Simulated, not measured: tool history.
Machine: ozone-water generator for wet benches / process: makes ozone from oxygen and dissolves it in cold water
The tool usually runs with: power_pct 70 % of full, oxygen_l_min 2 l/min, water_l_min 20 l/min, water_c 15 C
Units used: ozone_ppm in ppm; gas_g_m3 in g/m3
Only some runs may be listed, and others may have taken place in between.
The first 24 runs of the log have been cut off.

run,day,power_pct,oxygen_l_min,water_l_min,water_c,ozone_ppm,gas_g_m3
25,26.612,52,3.03,28,13,10.5,151.5
26,28.121,70,2,21,15,15.3,237.6
27,28.85,75,2.3,14,15,23.2,223.6
28,29.688,75,2.3,14,15,23.6,226
29,30.442,47,2.08,31,13,8.5,182.1
30,31.862,47,2.08,31,13,8.4,182.2
31,32.558,70,1.93,31,15,10.4,240.7
32,33.862,62,2,20,17,14.8,220.6

Each row is a separate what-if for the run after 32, all from the same tool condition, not one after another. Results?
A,34.538,64,1.04,28,17,?,?
B,34.538,44,2,12,11,?,?
C,34.538,59,3.05,14,17,?,?

run,ozone_ppm,gas_g_m3
A,9.6,355.7
B,20.2,180.3
C,19.6,157.8
With no hidden state in the tool, these same runs would have given:
run,ozone_ppm,gas_g_m3
A,9.6,365.9
B,20.2,185.5
C,19.6,162.3

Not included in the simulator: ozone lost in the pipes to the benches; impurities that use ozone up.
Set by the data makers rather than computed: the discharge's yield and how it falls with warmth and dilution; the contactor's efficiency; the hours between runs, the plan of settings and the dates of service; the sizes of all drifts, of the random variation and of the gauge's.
